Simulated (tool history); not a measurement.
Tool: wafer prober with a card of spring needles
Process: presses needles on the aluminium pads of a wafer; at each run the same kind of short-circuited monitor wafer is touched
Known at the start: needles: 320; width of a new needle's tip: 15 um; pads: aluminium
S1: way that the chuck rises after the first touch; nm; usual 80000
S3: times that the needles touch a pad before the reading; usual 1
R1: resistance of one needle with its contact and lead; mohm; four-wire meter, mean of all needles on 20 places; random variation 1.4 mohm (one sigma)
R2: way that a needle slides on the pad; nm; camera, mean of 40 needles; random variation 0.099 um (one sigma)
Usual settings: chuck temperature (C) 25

{"run": 1, "hour": 0.0, "S1": 80000, "chuck temperature (C)": 25, "S3": 1, "R1": 119, "R2": 22500}
{"hour": 1.7, "done": "tips cleaned on abrasive film"}
{"hour": 9.2, "done": "tips cleaned on abrasive film"}
{"run": 2, "hour": 10.7, "S1": 71000, "chuck temperature (C)": 25, "S3": 1, "R1": 122, "R2": 19770}
{"hour": 16.3, "done": "tips cleaned on abrasive film"}
{"hour": 23.6, "done": "tips cleaned on abrasive film"}
{"run": 3, "hour": 24.3, "S1": 80000, "chuck temperature (C)": 117, "S3": 1, "R1": 130, "R2": 22230}
{"hour": 31.1, "done": "tips cleaned on abrasive film"}
{"hour": 39.3, "done": "tips cleaned on abrasive film"}
{"run": 4, "hour": 41.9, "S1": 80000, "chuck temperature (C)": 117, "S3": 1, "R1": 135, "R2": 22290}
{"hour": 46.8, "done": "tips cleaned on abrasive film"}
{"hour": 54.2, "done": "tips cleaned on abrasive film"}
{"run": 5, "hour": 58.7, "S1": 80000, "chuck temperature (C)": 25, "S3": 1, "R1": 120, "R2": 22380}
{"hour": 62.3, "done": "tips cleaned on abrasive film"}
{"run": 6, "hour": 67.2, "S1": 80000, "chuck temperature (C)": 25, "S3": 1, "R1": 121, "R2": 22330}
{"hour": 69.4, "done": "tips cleaned on abrasive film"}
{"run": 7, "hour": 76.3, "S1": 80000, "chuck temperature (C)": 25, "S3": 1, "R1": 122, "R2": 22380}
{"hour": 77.5, "done": "tips cleaned on abrasive film"}
{"hour": 85.3, "done": "tips cleaned on abrasive film"}
{"run": 8, "hour": 85.3, "S1": 80000, "chuck temperature (C)": 25, "S3": 1, "R1": 119, "R2": 22340}
{"hour": 93.0, "done": "tips cleaned on abrasive film"}
{"run": 9, "hour": 94.7, "S1": 80000, "chuck temperature (C)": 27, "S3": 1, "R1": 119, "R2": 22510}
{"hour": 100.9, "done": "tips cleaned on abrasive film"}
{"run": 10, "hour": 106.5, "S1": 80000, "chuck temperature (C)": 27, "S3": 1, "R1": 120, "R2": 22340}
{"hour": 108.3, "done": "tips cleaned on abrasive film"}
{"hour": 116.3, "done": "tips cleaned on abrasive film"}
{"run": 11, "hour": 119.3, "S1": 80000, "chuck temperature (C)": 27, "S3": 1, "R1": 120, "R2": 22270}
{"hour": 124.0, "done": "tips cleaned on abrasive film"}
{"hour": 131.4, "done": "tips cleaned on abrasive film"}
{"hour": 132.3, "done": "height of the first contact set anew"}
{"run": 12, "hour": 132.3, "S1": 80000, "chuck temperature (C)": 27, "S3": 1, "R1": 119, "R2": 22390}
{"hour": 139.4, "done": "tips cleaned on abrasive film"}
{"hour": 146.8, "done": "tips cleaned on abrasive film"}
{"run": 13, "hour": 147.1, "S1": 80000, "chuck temperature (C)": 39, "S3": 1, "R1": 123, "R2": 22380}
{"hour": 154.8, "done": "tips cleaned on abrasive film"}
{"hour": 161.9, "done": "tips cleaned on abrasive film"}
{"run": 14, "hour": 164.9, "S1": 80000, "chuck temperature (C)": 39, "S3": 1, "R1": 120, "R2": 22310}
{"hour": 169.7, "done": "tips cleaned on abrasive film"}
{"run": 15, "hour": 174.1, "S1": 80000, "chuck temperature (C)": 97, "S3": 2, "R1": 129, "R2": 22330}
{"hour": 178.0, "done": "tips cleaned on abrasive film"}
{"hour": 186.1, "done": "tips cleaned on abrasive film"}
{"run": 16, "hour": 188.1, "S1": 87000, "chuck temperature (C)": 97, "S3": 2, "R1": 127, "R2": 24500}
{"hour": 193.5, "done": "tips cleaned on abrasive film"}
{"run": 17, "hour": 198.3, "S1": 96000, "chuck temperature (C)": 25, "S3": 2, "R1": 117, "R2": 26810}
{"hour": 200.6, "done": "tips cleaned on abrasive film"}
{"hour": 207.9, "done": "tips cleaned on abrasive film"}
{"run": 18, "hour": 207.9, "S1": 80000, "chuck temperature (C)": 103, "S3": 1, "R1": 129, "R2": 22350}
{"hour": 215.2, "done": "tips cleaned on abrasive film"}
{"hour": 222.4, "done": "tips cleaned on abrasive film"}
{"run": 19, "hour": 223.8, "S1": 80000, "chuck temperature (C)": 29, "S3": 1, "R1": 119, "R2": 22190}
{"hour": 230.7, "done": "tips cleaned on abrasive film"}
{"run": 20, "hour": 236.9, "S1": 80000, "chuck temperature (C)": 25, "S3": 1, "R1": 120, "R2": 22140}
{"hour": 238.3, "done": "tips cleaned on abrasive film"}
{"hour": 246.0, "done": "tips cleaned on abrasive film"}
{"hour": 253.3, "done": "tips cleaned on abrasive film"}
{"run": 21, "hour": 255.1, "S1": 80000, "chuck temperature (C)": 25, "S3": 1, "R1": 119, "R2": 22310}
{"hour": 260.6, "done": "tips cleaned on abrasive film"}
{"hour": 268.8, "done": "tips cleaned on abrasive film"}
{"run": 22, "hour": 269.7, "S1": 80000, "chuck temperature (C)": 25, "S3": 1, "R1": 121, "R2": 22170}
{"hour": 276.0, "done": "tips cleaned on abrasive film"}
{"hour": 283.1, "done": "tips cleaned on abrasive film"}
{"run": 23, "hour": 287.8, "S1": 92000, "chuck temperature (C)": 45, "S3": 2, "R1": 122, "R2": 25770}
{"hour": 291.9, "done": "tips cleaned on abrasive film"}
{"hour": 299.2, "done": "tips cleaned on abrasive film"}
{"run": 24, "hour": 305.7, "S1": 92000, "chuck temperature (C)": 76, "S3": 2, "R1": 127, "R2": 25470}
{"hour": 306.8, "done": "tips cleaned on abrasive film"}
{"hour": 314.6, "done": "tips cleaned on abrasive film"}
{"hour": 322.6, "done": "tips cleaned on abrasive film"}
{"run": 25, "hour": 323.3, "S1": 80000, "chuck temperature (C)": 53, "S3": 2, "R1": 122, "R2": 22240}

5 ways to go on from here, each from the tool as it stands after run 25. What would each give?
{"hour": 330.6, "done": "tips cleaned on abrasive film"}
{"run": "A", "hour": 332.3, "S1": 80000, "chuck temperature (C)": 53, "S3": 2, "R1": "?", "R2": "?"}
{"hour": 330.6, "done": "tips cleaned on abrasive film"}
{"run": "B", "hour": 332.3, "S1": 80000, "chuck temperature (C)": 98, "S3": 1, "R1": "?", "R2": "?"}
{"hour": 330.6, "done": "tips cleaned on abrasive film"}
{"run": "C", "hour": 332.3, "S1": 80000, "chuck temperature (C)": 26, "S3": 1, "R1": "?", "R2": "?"}
{"hour": 330.6, "done": "tips cleaned on abrasive film"}
{"run": "D", "hour": 332.3, "S1": 85000, "chuck temperature (C)": 53, "S3": 2, "R1": "?", "R2": "?"}
{"hour": 330.6, "done": "tips cleaned on abrasive film"}
{"run": "E", "hour": 332.3, "S1": 70000, "chuck temperature (C)": 25, "S3": 1, "R1": "?", "R2": "?"}

run=A R1=122 R2=22200
run=B R1=130 R2=22290
run=C R1=120 R2=22220
run=D R1=123 R2=23570
run=E R1=119 R2=19490
Without the tool's hidden state the same runs would have given:
run=A R1=122 R2=22210
run=B R1=130 R2=22300
run=C R1=120 R2=22220
run=D R1=123 R2=23580
run=E R1=119 R2=19490
